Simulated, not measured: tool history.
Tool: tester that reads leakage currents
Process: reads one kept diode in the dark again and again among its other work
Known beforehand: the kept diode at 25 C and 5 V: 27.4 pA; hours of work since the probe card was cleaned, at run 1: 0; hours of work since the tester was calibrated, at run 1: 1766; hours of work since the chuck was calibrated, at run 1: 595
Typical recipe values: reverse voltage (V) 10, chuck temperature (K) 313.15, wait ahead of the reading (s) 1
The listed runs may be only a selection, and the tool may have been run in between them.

run      day  reverse voltage (V)  chuck temperature (K)  wait ahead of the reading (s)  hours of work since the probe card was cleaned  hours of work since the tester was calibrated  hours of work since the chuck was calibrated  current that the tester gives (pA)
  1        0                   10                 313.15                              1                                               0                                           1766                                           595                              126.98
  2    9.808                   10                 313.15                              1                                             128                                           1894                                           723                              126.99
  3   15.058                   10                 313.15                              1                                             196                                           1962                                           792                              126.84
  4    21.05                   10                 313.15                              1                                             274                                           2040                                           870                              126.21
  5   26.617                   10                 313.15                              1                                             347                                           2113                                           942                              125.74
  6   33.283                   10                 313.15                              1                                             434                                           2199                                          1029                              126.18
  7   42.408                   10                 313.15                              1                                             552                                           2318                                          1148                              126.39
  8   49.342                   10                 313.15                              1                                             643                                           2409                                          1238                              127.05
  9   54.312                   10                 313.15                              1                                             708                                           2473                                          1303                              126.47
      58.658  -- chuck's temperature calibrated
 10   60.854                   10                 313.15                              1                                             792                                           2558                                            29                              126.41
 11   68.367                   10                 304.15                              1                                             890                                           2655                                           126                               61.75
 12   72.942                   10                 304.15                              1                                             949                                           2715                                           186                                61.8
 13   82.275                   10                 301.15                              1                                            1071                                           2837                                           308                               48.35
 14   88.054                   10                 301.15                              1                                            1146                                           2912                                           383                               48.46
      88.696  -- tester calibrated
 15    95.45                   10                 301.15                              1                                            1241                                             88                                           478                               48.46
 16  104.904                   10                 308.15                              1                                            1364                                            211                                           601                                85.2
 17  111.258                   10                 310.15                              1                                            1447                                            294                                           684                              100.15
 18   121.55                   10                 310.15                              1                                            1581                                            428                                           818                               99.54
 19  126.329                   10                 310.15                              1                                            1644                                            490                                           880                               99.71
 20  130.867                   10                 310.15                              1                                            1703                                            549                                           940                              100.04
 21  139.479                   10                 310.15                              1                                            1815                                            662                                          1052                              100.16
 22  148.033                  1.2                 313.15                              1                                            1926                                            773                                          1163                               59.23
 23  157.196                  1.2                 313.15                              1                                            2046                                            892                                          1283                               59.05
     163.429  -- chuck's temperature calibrated
 24  164.767                  1.2                 313.15                              1                                            2143                                            990                                            17                               58.74
 25  171.108                  3.4                 313.15                            0.3                                            2226                                           1073                                           100                               88.05
 26  178.438                   10                 319.15                            1.5                                            2321                                           1168                                           196                              200.93
 27  187.033                   10                 303.15                           1.43                                            2433                                           1280                                           307                               56.35
 28  196.454                   10                 295.15                           7.57                                            2556                                           1403                                           430                               27.35
 29  200.812                   10                 295.15                           7.57                                            2613                                           1459                                           487                               27.47
 30  209.162                 13.7                 322.15                           0.89                                            2722                                           1568                                           596                              283.63
 31    218.7                  1.6                 295.15                           4.72                                            2846                                           1693                                           720                                14.2
 32  223.775                  4.4                 296.15                           6.54                                            2912                                           1759                                           786                               22.11
 33  232.429                   10                 313.15                           4.61                                            3025                                           1871                                           899                              124.76
 34  236.771                   10                 327.15                              1                                            3081                                           1928                                           955                              364.64
 35  246.888                   10                 327.15                              1                                            3213                                           2060                                          1087                              363.57
 36  255.433                   10                 327.15                              1                                            3324                                           2171                                          1199                               365.7
 37  259.933                  8.9                 313.15                           0.73                                            3383                                           2230                                          1257                              121.99
 38  265.825                    1                 323.15                              1                                            3460                                           2306                                          1334                              119.91
     267.846  -- chuck's temperature calibrated
 39  271.875                    1                 323.15                              1                                            3537                                           2384                                            52                              120.06

Here are 5 independent what-if runs from the current tool condition. What would each one return?
  A  280.771                    1                 307.15                            1.3                                            3653                                           2500                                           168                                   ?
  B  280.771                 13.8                 323.15                           0.36                                            3653                                           2500                                           168                                   ?
  C  280.771                 17.6                 308.15                           3.71                                            3653                                           2500                                           168                                   ?
  D  280.771                  3.5                 326.15                           0.73                                            3653                                           2500                                           168                                   ?
  E  280.771                  1.3                 298.15                           2.81                                            3653                                           2500                                           168                                   ?

run  current that the tester gives (pA)
  A                               33.88
  B                              312.25
  C                              102.53
  D                              232.83
  E                               17.05
Had the tool no hidden state, the same runs would have come out as:
run  current that the tester gives (pA)
  A                               33.88
  B                              312.22
  C                              102.46
  D                              232.83
  E                               17.04

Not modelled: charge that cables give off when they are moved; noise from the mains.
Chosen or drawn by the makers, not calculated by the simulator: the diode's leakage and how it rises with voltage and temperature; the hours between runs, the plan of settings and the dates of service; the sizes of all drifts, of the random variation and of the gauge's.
